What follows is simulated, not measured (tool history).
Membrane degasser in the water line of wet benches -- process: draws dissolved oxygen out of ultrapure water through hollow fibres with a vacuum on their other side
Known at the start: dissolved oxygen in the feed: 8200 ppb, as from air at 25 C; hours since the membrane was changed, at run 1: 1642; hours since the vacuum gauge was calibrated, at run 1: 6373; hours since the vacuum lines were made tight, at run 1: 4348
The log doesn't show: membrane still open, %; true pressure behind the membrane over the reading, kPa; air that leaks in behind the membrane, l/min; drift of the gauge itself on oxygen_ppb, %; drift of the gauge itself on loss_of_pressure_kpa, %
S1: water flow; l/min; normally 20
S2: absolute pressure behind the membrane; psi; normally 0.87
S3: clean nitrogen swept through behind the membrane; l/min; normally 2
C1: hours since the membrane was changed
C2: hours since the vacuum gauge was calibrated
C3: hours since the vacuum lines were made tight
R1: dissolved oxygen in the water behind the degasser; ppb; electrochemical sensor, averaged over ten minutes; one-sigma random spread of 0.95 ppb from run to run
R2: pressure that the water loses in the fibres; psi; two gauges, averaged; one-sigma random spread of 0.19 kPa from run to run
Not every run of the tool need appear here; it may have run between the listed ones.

| run | hour | S1 | S2 | S3 | C1 | C2 | C3 | R1 | R2 |
|---|---|---|---|---|---|---|---|---|---|
| 1 | 0 | 20 | 0.87 | 2 | 1642 | 6373 | 4348 | 91.8 | 5.802 |
| 2 | 45.6 | 16 | 0.87 | 2 | 1688 | 6418 | 4394 | 61.5 | 4.595 |
| 3 | 141.8 | 16 | 0.87 | 2 | 1784 | 6515 | 4490 | 61.4 | 4.599 |
| 4 | 247.9 | 16 | 0.87 | 2 | 1890 | 6621 | 4596 | 60.6 | 4.651 |
| 5 | 307.9 | 16 | 0.87 | 2 | 1950 | 6681 | 4656 | 60.9 | 4.582 |
| 6 | 402.2 | 16 | 0.87 | 2 | 2045 | 6775 | 4751 | 60.2 | 4.599 |
| 7 | 488.8 | 16 | 0.87 | 2 | 2131 | 6862 | 4837 | 61.4 | 4.602 |
| 8 | 574.9 | 20 | 0.87 | 1.85 | 2217 | 6948 | 4923 | 96.1 | 5.825 |
| 9 | 661.3 | 20 | 0.87 | 0.91 | 2304 | 7034 | 5010 | 159.1 | 5.788 |
| 10 | 760.7 | 20 | 0.87 | 1.08 | 2403 | 7134 | 5109 | 139.6 | 5.761 |
|  | 813.8 | seals of the vacuum lines changed |
| 11 | 813.8 | 20 | 0.87 | 1.08 | 2454 | 7185 | 0 | 139.6 | 5.768 |
| 12 | 864.1 | 20 | 0.818 | 1.08 | 2505 | 7235 | 50 | 126 | 5.749 |
| 13 | 962.3 | 20 | 0.818 | 1.08 | 2603 | 7333 | 149 | 126.9 | 5.781 |
| 14 | 1015 | 20 | 0.859 | 2 | 2655 | 7386 | 201 | 89.1 | 5.777 |
| 15 | 1068.4 | 20 | 0.87 | 2.28 | 2709 | 7439 | 255 | 82.6 | 5.767 |
| 16 | 1114.4 | 20 | 0.87 | 2.17 | 2755 | 7485 | 301 | 86.7 | 5.745 |
| 17 | 1182 | 20 | 0.87 | 2.17 | 2822 | 7553 | 368 | 85.6 | 5.726 |
| 18 | 1269.7 | 20 | 0.87 | 5.98 | 2910 | 7641 | 456 | 46.7 | 5.787 |
| 19 | 1353.2 | 20 | 0.796 | 5.98 | 2994 | 7724 | 539 | 44.7 | 5.807 |
| 20 | 1396.5 | 20 | 0.796 | 5.98 | 3037 | 7767 | 583 | 42.8 | 5.807 |
| 21 | 1439.4 | 20 | 0.682 | 1.17 | 3080 | 7810 | 626 | 82.3 | 5.759 |
| 22 | 1484.7 | 20 | 1.859 | 2.39 | 3125 | 7856 | 671 | 211 | 5.799 |
| 23 | 1543 | 25 | 0.87 | 1.15 | 3183 | 7914 | 729 | 204.7 | 7.213 |
| 24 | 1617 | 13 | 0.764 | 1.85 | 3257 | 7988 | 803 | 36.7 | 3.751 |
| 25 | 1706.7 | 29 | 0.87 | 2 | 3347 | 8078 | 893 | 217.5 | 8.337 |
| 26 | 1762.8 | 25 | 1.655 | 1.56 | 3403 | 8134 | 949 | 359.9 | 7.232 |
| 27 | 1868.4 | 20 | 0.74 | 1.48 | 3509 | 8239 | 1055 | 83.4 | 5.726 |
| 28 | 1924.6 | 21 | 0.719 | 1.41 | 3565 | 8296 | 1111 | 91.7 | 6.109 |
| 29 | 1986.2 | 21 | 0.719 | 1.41 | 3627 | 8357 | 1172 | 92.1 | 6.023 |
| 30 | 2088.1 | 21 | 0.719 | 1.59 | 3729 | 8459 | 1274 | 86.3 | 6.038 |
|  | 2104.8 | vacuum gauge calibrated |
| 31 | 2172.1 | 19 | 2.022 | 0.86 | 3812 | 67 | 1358 | 522.6 | 5.458 |
| 32 | 2221.4 | 19 | 2.022 | 0.86 | 3861 | 117 | 1407 | 511.7 | 5.475 |

Take each entry between the runs: how does the hidden state at the last listed run before it differ from the hidden state at the first listed run after it?
Runs 10 to 11: seals of the vacuum lines changed (hour 813.8)
  air that leaks in behind the membrane, l/min: 0.0024 -> 0.002
Runs 30 to 31: vacuum gauge calibrated (hour 2104.8)
  membrane still open, %: 100 -> 99.9
